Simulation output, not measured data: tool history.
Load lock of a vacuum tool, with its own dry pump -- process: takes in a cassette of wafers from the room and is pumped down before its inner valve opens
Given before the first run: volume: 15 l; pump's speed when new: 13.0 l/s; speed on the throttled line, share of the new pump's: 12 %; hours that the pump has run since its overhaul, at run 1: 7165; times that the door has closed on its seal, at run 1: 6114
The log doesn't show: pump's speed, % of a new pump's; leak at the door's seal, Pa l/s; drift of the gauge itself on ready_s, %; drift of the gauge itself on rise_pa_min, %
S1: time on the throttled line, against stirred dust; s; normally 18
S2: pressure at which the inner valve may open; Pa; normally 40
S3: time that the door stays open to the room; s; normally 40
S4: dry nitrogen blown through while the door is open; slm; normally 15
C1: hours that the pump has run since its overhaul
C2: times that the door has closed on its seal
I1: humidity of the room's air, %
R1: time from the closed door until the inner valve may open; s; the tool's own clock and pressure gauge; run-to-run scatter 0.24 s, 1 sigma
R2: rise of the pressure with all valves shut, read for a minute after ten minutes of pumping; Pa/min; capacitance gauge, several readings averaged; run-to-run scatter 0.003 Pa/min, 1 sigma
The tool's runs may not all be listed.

run      day  S1  S2   S3  S4     C1     C2    I1    R1     R2
  1        0  18  40   40  15   7165   6114  44.2  26.2  0.078
  2    4.542  18  40   40  15   7274   6494  49.8  26.4  0.084
  3   12.225  18  47   40  15   7459   7136  46.9  25.6  0.085
  4   20.954  18  52   40  15   7668   7866    43  25.8  0.078
  5   28.654  14  40   40  15   7853   8510  44.1  22.5  0.092
  6   36.883  14  40   40  15   8051   9198  42.9  22.4  0.093
  7   44.038  14  38   40  15   8222   9796  43.4  22.8  0.095
  8   51.554  14  38   40  15   8403  10424  42.5  22.7  0.094
  9   55.479  14  38   40  15   8497  10752  47.1  22.5  0.104
 10   61.608  14  38   40  15   8644  11265  45.9  23.1  0.107
 11   68.354  14  38   40  15   8806  11829  45.9  23.4  0.106
 12   75.562  18  40   40  20   8979  12431  50.3  26.2  0.107
 13   79.312  18  56   72  15   9069  12745    47    26  0.128
 14    84.75  18  74  148  24   9199  13199    45  25.6  0.142
 15   91.321  14  65   68  17   9357  13749  44.7  22.3  0.128
 16   96.675  24  35   40  15   9486  14196  43.2  31.4  0.114
 17  100.862  13  72   37   5   9586  14547  43.3  21.4  0.124
 18  110.038  16  40   40  10   9806  15313  46.2  25.1  0.127
 19  114.221  16  40   40  10   9907  15663  45.4  24.8   0.13
 20  120.912  18  36   40  14  10067  16222  46.6  27.1  0.129
 21  125.612  12  42   40  15  10180  16615  45.6  21.2  0.129
 22   129.65  18  53   40  14  10277  16953  43.8  25.7  0.134
 23  137.117  18  53   40  14  10456  17577  44.1  26.3  0.137
 24  145.171  18  53   40  14  10649  18251  45.6  26.4  0.137

Branching from run 24: 3 alternative next runs. What would each branch give?
  A  153.017  27  76   40  23  10838  18907  47.2   ?   ?
  B  153.017  18  40   40  27  10838  18907  45.5   ?   ?
  C  153.017  18  38  143  37  10838  18907  49.1   ?   ?

run    R1     R2
  A  32.8  0.139
  B    27  0.133
  C    27  0.161
With the hidden condition removed and each run's random variation left untouched, the same runs would have given:
run    R1     R2
  A  31.5  0.045
  B  25.2  0.039
  C  25.3  0.067
